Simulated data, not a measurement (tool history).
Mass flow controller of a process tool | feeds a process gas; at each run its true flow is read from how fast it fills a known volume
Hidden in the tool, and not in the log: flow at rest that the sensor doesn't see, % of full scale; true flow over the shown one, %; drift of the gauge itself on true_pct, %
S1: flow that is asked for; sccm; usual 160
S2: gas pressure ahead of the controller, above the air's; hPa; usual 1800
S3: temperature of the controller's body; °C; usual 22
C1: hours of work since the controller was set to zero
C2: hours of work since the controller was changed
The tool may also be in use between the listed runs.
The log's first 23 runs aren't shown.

Run 24, day 209.671: usual settings; C1 7065; C2 7065. Result: true flow (%) 100.04.
Run 25, day 221.296: usual settings; C1 7248; C2 7248. Result: true flow (%) 100.03.
Run 26, day 232.975: usual settings but S1 27 sccm, S2 2030 hPa, S3 28 °C; C1 7431; C2 7431. Result: true flow (%) 98.63.
Run 27, day 243.033: usual settings but S1 69 sccm, S3 31 °C; C1 7590; C2 7590. Result: true flow (%) 98.45.
Run 28, day 250.492: usual settings but S2 2650 hPa; C1 7707; C2 7707. Result: true flow (%) 100.12.
Run 29, day 260.362: usual settings but S2 2650 hPa; C1 7862; C2 7862. Result: true flow (%) 99.97.
At day 263.292: controller's zero set anew.
Run 30, day 266.617: usual settings but S1 35 sccm, S3 25 °C; C1 52; C2 7960. Result: true flow (%) 98.91.
Run 31, day 276.767: usual settings but S1 107 sccm, S2 1950 hPa, S3 39 °C; C1 212; C2 8120. Result: true flow (%) 98.01.
Run 32, day 285.696: usual settings but S1 152 sccm, S2 1430 hPa, S3 23 °C; C1 352; C2 8260. Result: true flow (%) 100.07.
Run 33, day 296.729: usual settings but S1 152 sccm, S2 1920 hPa, S3 23 °C; C1 526; C2 8433. Result: true flow (%) 99.9.
Run 34, day 303.042: usual settings but S1 42 sccm; C1 625; C2 8533. Result: true flow (%) 99.29.
Run 35, day 312.133: usual settings but S1 96 sccm; C1 768; C2 8675. Result: true flow (%) 99.67.
Run 36, day 321.738: usual settings but S1 96 sccm; C1 919; C2 8826. Result: true flow (%) 99.71.
Run 37, day 329.933: usual settings but S1 111 sccm, S2 1520 hPa, S3 26 °C; C1 1048; C2 8955. Result: true flow (%) 99.5.
Run 38, day 338.929: usual settings but S1 111 sccm, S2 1520 hPa, S3 20 °C; C1 1189; C2 9097. Result: true flow (%) 100.04.
Run 39, day 349.933: usual settings but S1 180 sccm, S2 1670 hPa; C1 1362; C2 9270. Result: true flow (%) 100.28.
Run 40, day 360.671: usual settings but S1 180 sccm, S2 1670 hPa; C1 1531; C2 9439. Result: true flow (%) 100.18.
Run 41, day 372.796: usual settings but S1 39 sccm, S2 1830 hPa, S3 28 °C; C1 1722; C2 9629. Result: true flow (%) 98.54.
Run 42, day 385.146: usual settings but S2 2740 hPa, S3 20 °C; C1 1916; C2 9823. Result: true flow (%) 100.25.
Run 43, day 397.467: usual settings but S1 180 sccm, S2 1810 hPa, S3 28 °C; C1 2109; C2 10017. Result: true flow (%) 99.49.
Run 44, day 402.912: usual settings but S1 159 sccm, S2 2580 hPa; C1 2195; C2 10103. Result: true flow (%) 100.09.
Run 45, day 415.567: usual settings but S1 57 sccm, S2 2580 hPa; C1 2394; C2 10302. Result: true flow (%) 99.31.
At day 419.179: controller exchanged for a calibrated one.
Run 46, day 426.1: usual settings but S1 63 sccm, S3 23 °C; C1 109; C2 109. Result: true flow (%) 99.37.
Run 47, day 438.458: usual settings but S1 63 sccm, S3 23 °C; C1 303; C2 303. Result: true flow (%) 99.39.

Forecast each of these 4 alternatives for the next run:
Run A, day 444.354: usual settings but S1 99 sccm, S3 32 °C; C1 396; C2 396. Result: true flow (%) ?.
Run B, day 444.354: usual settings but S1 63 sccm, S3 32 °C; C1 396; C2 396. Result: true flow (%) ?.
Run C, day 444.354: usual settings but S1 46 sccm, S2 1470 hPa, S3 36 °C; C1 396; C2 396. Result: true flow (%) ?.
Run D, day 444.354: usual settings but S1 198 sccm, S2 2250 hPa, S3 29 °C; C1 396; C2 396. Result: true flow (%) ?.

run  true flow (%)
  A          98.51
  B          98.27
  C          97.83
  D          99.48
Without the tool's hidden state the same runs would have given:
run  true flow (%)
  A          98.51
  B          98.27
  C          97.83
  D          99.47
